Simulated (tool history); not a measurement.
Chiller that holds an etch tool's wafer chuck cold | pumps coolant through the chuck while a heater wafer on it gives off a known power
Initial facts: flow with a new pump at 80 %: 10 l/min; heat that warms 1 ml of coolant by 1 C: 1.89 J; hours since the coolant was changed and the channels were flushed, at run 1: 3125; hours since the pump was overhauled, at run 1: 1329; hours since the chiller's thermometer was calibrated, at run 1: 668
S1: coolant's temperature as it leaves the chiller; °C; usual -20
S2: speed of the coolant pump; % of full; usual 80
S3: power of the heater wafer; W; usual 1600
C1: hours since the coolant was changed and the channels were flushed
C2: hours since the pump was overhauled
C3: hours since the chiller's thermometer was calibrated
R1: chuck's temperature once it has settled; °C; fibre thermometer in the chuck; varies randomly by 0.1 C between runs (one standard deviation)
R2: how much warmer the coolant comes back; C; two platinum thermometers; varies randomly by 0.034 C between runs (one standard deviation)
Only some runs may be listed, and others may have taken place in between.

Run 1, hour 0: usual settings; C1 3125; C2 1329; C3 668. Result: R1 -4.9 °C, R2 5.21 C.
Run 2, hour 33: usual settings; C1 3158; C2 1362; C3 701. Result: R1 -5 °C, R2 5.17 C.
Run 3, hour 58.7: usual settings; C1 3183; C2 1388; C3 727. Result: R1 -4.9 °C, R2 5.14 C.
Run 4, hour 76.8: usual settings but S2 86 % of full; C1 3201; C2 1406; C3 745. Result: R1 -5.8 °C, R2 4.85 C.
Run 5, hour 96.9: usual settings but S3 1393 W; C1 3222; C2 1426; C3 765. Result: R1 -7 °C, R2 4.47 C.
Run 6, hour 119.5: usual settings but S3 1393 W; C1 3244; C2 1449; C3 787. Result: R1 -6.7 °C, R2 4.46 C.
Run 7, hour 147: usual settings but S3 1393 W; C1 3272; C2 1476; C3 815. Result: R1 -6.8 °C, R2 4.49 C.
Run 8, hour 183.3: usual settings but S1 -18 °C, S2 64 % of full, S3 2168 W; C1 3308; C2 1512; C3 851. Result: R1 6.2 °C, R2 8.71 C.
Run 9, hour 210.6: usual settings but S1 -18 °C, S2 64 % of full, S3 2168 W; C1 3335; C2 1540; C3 878. Result: R1 6.2 °C, R2 8.74 C.
Run 10, hour 244.8: usual settings but S1 -28 °C, S2 75 % of full, S3 2168 W; C1 3370; C2 1574; C3 913. Result: R1 -6.6 °C, R2 7.5 C.
Run 11, hour 270.1: usual settings but S1 -28 °C, S2 75 % of full, S3 2168 W; C1 3395; C2 1599; C3 938. Result: R1 -6.4 °C, R2 7.52 C.
Run 12, hour 295.2: usual settings but S1 -28 °C, S2 75 % of full, S3 2168 W; C1 3420; C2 1624; C3 963. Result: R1 -6.3 °C, R2 7.46 C.

Same runs, no hidden state in the tool, same run-to-run variation:
The hidden state here: heat passed by the chuck's channels, % of clean ones'; flow at a given pump speed, % of a new pump's; coolant's true temperature over the reading, C; drift of the gauge itself on chuck_c, C; drift of the gauge itself on warmer_back_c, C.
run    R1    R2
  1  -5.5  5.12
  2  -5.6  5.08
  3  -5.5  5.05
  4  -6.4  4.76
  5  -7.5  4.39
  6  -7.2  4.38
  7  -7.4   4.4
  8   5.2  8.54
  9   5.2  8.57
 10  -7.5  7.35
 11  -7.3  7.37
 12  -7.3  7.31

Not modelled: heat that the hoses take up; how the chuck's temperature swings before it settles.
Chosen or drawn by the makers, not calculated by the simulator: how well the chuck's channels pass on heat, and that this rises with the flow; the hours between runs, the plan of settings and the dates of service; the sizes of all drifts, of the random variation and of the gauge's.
